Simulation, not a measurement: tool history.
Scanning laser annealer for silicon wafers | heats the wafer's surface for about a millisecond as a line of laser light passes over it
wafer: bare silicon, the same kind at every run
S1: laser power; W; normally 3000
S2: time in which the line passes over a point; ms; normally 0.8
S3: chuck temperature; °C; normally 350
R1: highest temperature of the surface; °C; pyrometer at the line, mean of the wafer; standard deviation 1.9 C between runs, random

run,hour,S1,S2,S3,R1
1,0,3000,0.8,350,1142
2,12.3,3000,0.8,350,1142
3,20.9,3000,0.8,350,1143
4,31.2,3000,0.8,350,1137
5,37.5,3000,0.599,350,1021
6,48.4,3000,0.599,350,1022
7,57.7,3000,0.599,350,1022
8,64.8,3000,0.599,350,1022
9,71.6,3131,0.599,350,1051
10,78,3131,0.599,350,1051
11,87.8,3000,0.8,334,1122
12,95.8,3000,0.8,342,1127
13,101.2,3000,0.8,342,1130
# hour 111.2: optics aligned, line set to its width
14,114,3168,0.752,332,1152
15,120.2,3168,0.752,332,1150
# hour 122.8: window over the wafer cleaned
16,131.6,3090,0.845,332,1181
17,137.1,3090,0.845,332,1182
18,142.7,3090,0.845,332,1180
19,154.8,2640,0.781,319,1013
20,161.7,3249,0.637,340,1105
21,168.6,3036,0.642,340,1057
22,175.5,2810,0.586,311,941
23,181.3,3200,0.8,330,1187
24,187.1,3200,0.8,330,1184

The same runs without the tool's hidden state, with the same run-to-run variation:
Unlogged tool condition in this case: light that passes the window, % of a clean one's; laser's true power over the reading, %; width of the line over the set one, %; drift of the gauge itself on peak_c, C.
run,R1
1,1172
2,1172
3,1173
4,1167
5,1047
6,1049
7,1048
8,1049
9,1079
10,1079
11,1154
12,1159
13,1163
14,1169
15,1168
16,1202
17,1203
18,1202
19,1030
20,1124
21,1075
22,958
23,1210
24,1207

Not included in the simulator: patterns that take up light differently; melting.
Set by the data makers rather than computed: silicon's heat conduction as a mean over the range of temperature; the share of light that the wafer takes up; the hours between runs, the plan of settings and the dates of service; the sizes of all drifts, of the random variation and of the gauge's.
